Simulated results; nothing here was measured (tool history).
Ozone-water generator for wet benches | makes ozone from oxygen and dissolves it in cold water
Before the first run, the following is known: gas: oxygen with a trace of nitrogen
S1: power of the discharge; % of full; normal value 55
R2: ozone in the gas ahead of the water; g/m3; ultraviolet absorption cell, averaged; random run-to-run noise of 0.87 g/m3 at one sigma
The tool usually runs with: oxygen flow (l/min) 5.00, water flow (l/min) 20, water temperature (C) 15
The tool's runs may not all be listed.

run 1 hour=0.0 | S1=55 oxygen_flow_(l/min)=5.00 water_flow_(l/min)=20 water_temperature_(C)=15 | dissolved_ozone_(ppm)=16.4 R2=140.3
run 2 hour=118.9 | S1=55 oxygen_flow_(l/min)=4.14 water_flow_(l/min)=20 water_temperature_(C)=15 | dissolved_ozone_(ppm)=15.9 R2=153.0
run 3 hour=179.0 | S1=55 oxygen_flow_(l/min)=8.58 water_flow_(l/min)=20 water_temperature_(C)=15 | dissolved_ozone_(ppm)=16.2 R2=105.8
run 4 hour=242.3 | S1=55 oxygen_flow_(l/min)=8.58 water_flow_(l/min)=20 water_temperature_(C)=15 | dissolved_ozone_(ppm)=16.3 R2=105.9
run 5 hour=324.5 | S1=55 oxygen_flow_(l/min)=8.58 water_flow_(l/min)=20 water_temperature_(C)=15 | dissolved_ozone_(ppm)=16.4 R2=106.4
run 6 hour=423.5 | S1=55 oxygen_flow_(l/min)=8.58 water_flow_(l/min)=20 water_temperature_(C)=15 | dissolved_ozone_(ppm)=16.2 R2=104.7
run 7 hour=507.2 | S1=55 oxygen_flow_(l/min)=8.58 water_flow_(l/min)=20 water_temperature_(C)=15 | dissolved_ozone_(ppm)=16.3 R2=105.7
run 8 hour=596.9 | S1=55 oxygen_flow_(l/min)=5.00 water_flow_(l/min)=20 water_temperature_(C)=15 | dissolved_ozone_(ppm)=16.2 R2=138.8
run 9 hour=706.3 | S1=55 oxygen_flow_(l/min)=7.09 water_flow_(l/min)=20 water_temperature_(C)=15 | dissolved_ozone_(ppm)=16.4 R2=116.6
run 10 hour=773.5 | S1=55 oxygen_flow_(l/min)=7.09 water_flow_(l/min)=20 water_temperature_(C)=15 | dissolved_ozone_(ppm)=16.3 R2=117.7
run 11 hour=851.2 | S1=44 oxygen_flow_(l/min)=5.00 water_flow_(l/min)=20 water_temperature_(C)=15 | dissolved_ozone_(ppm)=13.6 R2=117.4
run 12 hour=936.8 | S1=55 oxygen_flow_(l/min)=5.00 water_flow_(l/min)=20 water_temperature_(C)=22 | dissolved_ozone_(ppm)=14.5 R2=137.5
run 13 hour=1026.6 | S1=55 oxygen_flow_(l/min)=5.00 water_flow_(l/min)=20 water_temperature_(C)=15 | dissolved_ozone_(ppm)=15.8 R2=135.3
run 14 hour=1097.1 | S1=55 oxygen_flow_(l/min)=5.00 water_flow_(l/min)=20 water_temperature_(C)=15 | dissolved_ozone_(ppm)=15.9 R2=136.7
run 15 hour=1178.5 | S1=55 oxygen_flow_(l/min)=5.00 water_flow_(l/min)=20 water_temperature_(C)=15 | dissolved_ozone_(ppm)=15.8 R2=135.6
run 16 hour=1285.8 | S1=55 oxygen_flow_(l/min)=5.00 water_flow_(l/min)=20 water_temperature_(C)=15 | dissolved_ozone_(ppm)=15.6 R2=135.7
run 17 hour=1356.0 | S1=55 oxygen_flow_(l/min)=5.00 water_flow_(l/min)=30 water_temperature_(C)=20 | dissolved_ozone_(ppm)=9.8 R2=134.4
run 18 hour=1429.6 | S1=55 oxygen_flow_(l/min)=4.98 water_flow_(l/min)=28 water_temperature_(C)=15 | dissolved_ozone_(ppm)=11.2 R2=135.7
run 19 hour=1482.5 | S1=55 oxygen_flow_(l/min)=4.98 water_flow_(l/min)=28 water_temperature_(C)=15 | dissolved_ozone_(ppm)=11.4 R2=136.0
run 20 hour=1579.6 | S1=53 oxygen_flow_(l/min)=2.60 water_flow_(l/min)=24 water_temperature_(C)=19 | dissolved_ozone_(ppm)=10.7 R2=180.7
run 21 hour=1667.4 | S1=53 oxygen_flow_(l/min)=3.22 water_flow_(l/min)=13 water_temperature_(C)=13 | dissolved_ozone_(ppm)=21.5 R2=163.7
run 22 hour=1727.3 | S1=53 oxygen_flow_(l/min)=4.59 water_flow_(l/min)=14 water_temperature_(C)=13 | dissolved_ozone_(ppm)=21.1 R2=136.6
run 23 hour=1809.3 | S1=53 oxygen_flow_(l/min)=4.59 water_flow_(l/min)=14 water_temperature_(C)=13 | dissolved_ozone_(ppm)=21.0 R2=136.3
run 24 hour=1873.7 | S1=55 oxygen_flow_(l/min)=5.67 water_flow_(l/min)=22 water_temperature_(C)=15 | dissolved_ozone_(ppm)=14.1 R2=126.6
run 25 hour=1971.1 | S1=55 oxygen_flow_(l/min)=4.94 water_flow_(l/min)=29 water_temperature_(C)=15 | dissolved_ozone_(ppm)=10.5 R2=134.2
run 26 hour=2044.0 | S1=55 oxygen_flow_(l/min)=4.94 water_flow_(l/min)=29 water_temperature_(C)=15 | dissolved_ozone_(ppm)=10.4 R2=133.2
run 27 hour=2106.1 | S1=55 oxygen_flow_(l/min)=5.00 water_flow_(l/min)=20 water_temperature_(C)=8 | dissolved_ozone_(ppm)=16.7 R2=133.7
run 28 hour=2201.7 | S1=55 oxygen_flow_(l/min)=5.00 water_flow_(l/min)=20 water_temperature_(C)=8 | dissolved_ozone_(ppm)=16.7 R2=134.2
run 29 hour=2285.5 | S1=55 oxygen_flow_(l/min)=3.11 water_flow_(l/min)=28 water_temperature_(C)=15 | dissolved_ozone_(ppm)=9.7 R2=167.4
run 30 hour=2341.7 | S1=55 oxygen_flow_(l/min)=3.11 water_flow_(l/min)=28 water_temperature_(C)=15 | dissolved_ozone_(ppm)=9.7 R2=167.6
run 31 hour=2460.5 | S1=55 oxygen_flow_(l/min)=3.11 water_flow_(l/min)=28 water_temperature_(C)=15 | dissolved_ozone_(ppm)=9.8 R2=165.1
run 32 hour=2523.1 | S1=68 oxygen_flow_(l/min)=3.94 water_flow_(l/min)=20 water_temperature_(C)=15 | dissolved_ozone_(ppm)=17.0 R2=171.5

What if the next run were any one of these 5? Each begins from the tool's condition after run 32:
run A hour=2593.8 | S1=57 oxygen_flow_(l/min)=8.51 water_flow_(l/min)=20 water_temperature_(C)=13 | dissolved_ozone_(ppm)=? R2=?
run B hour=2593.8 | S1=81 oxygen_flow_(l/min)=2.60 water_flow_(l/min)=24 water_temperature_(C)=15 | dissolved_ozone_(ppm)=? R2=?
run C hour=2593.8 | S1=57 oxygen_flow_(l/min)=3.94 water_flow_(l/min)=20 water_temperature_(C)=15 | dissolved_ozone_(ppm)=? R2=?
run D hour=2593.8 | S1=55 oxygen_flow_(l/min)=5.00 water_flow_(l/min)=20 water_temperature_(C)=15 | dissolved_ozone_(ppm)=? R2=?
run E hour=2593.8 | S1=61 oxygen_flow_(l/min)=3.94 water_flow_(l/min)=22 water_temperature_(C)=15 | dissolved_ozone_(ppm)=? R2=?

run=A dissolved_ozone_(ppm)=16.3 R2=103.0
run=B dissolved_ozone_(ppm)=14.4 R2=237.3
run=C dissolved_ozone_(ppm)=15.0 R2=152.5
run=D dissolved_ozone_(ppm)=15.0 R2=131.2
run=E dissolved_ozone_(ppm)=14.2 R2=158.6
Had the tool no hidden state, the same runs would have come out as:
run=A dissolved_ozone_(ppm)=18.6 R2=111.4
run=B dissolved_ozone_(ppm)=16.8 R2=262.5
run=C dissolved_ozone_(ppm)=17.1 R2=165.0
run=D dissolved_ozone_(ppm)=17.0 R2=141.6
run=E dissolved_ozone_(ppm)=16.3 R2=172.4
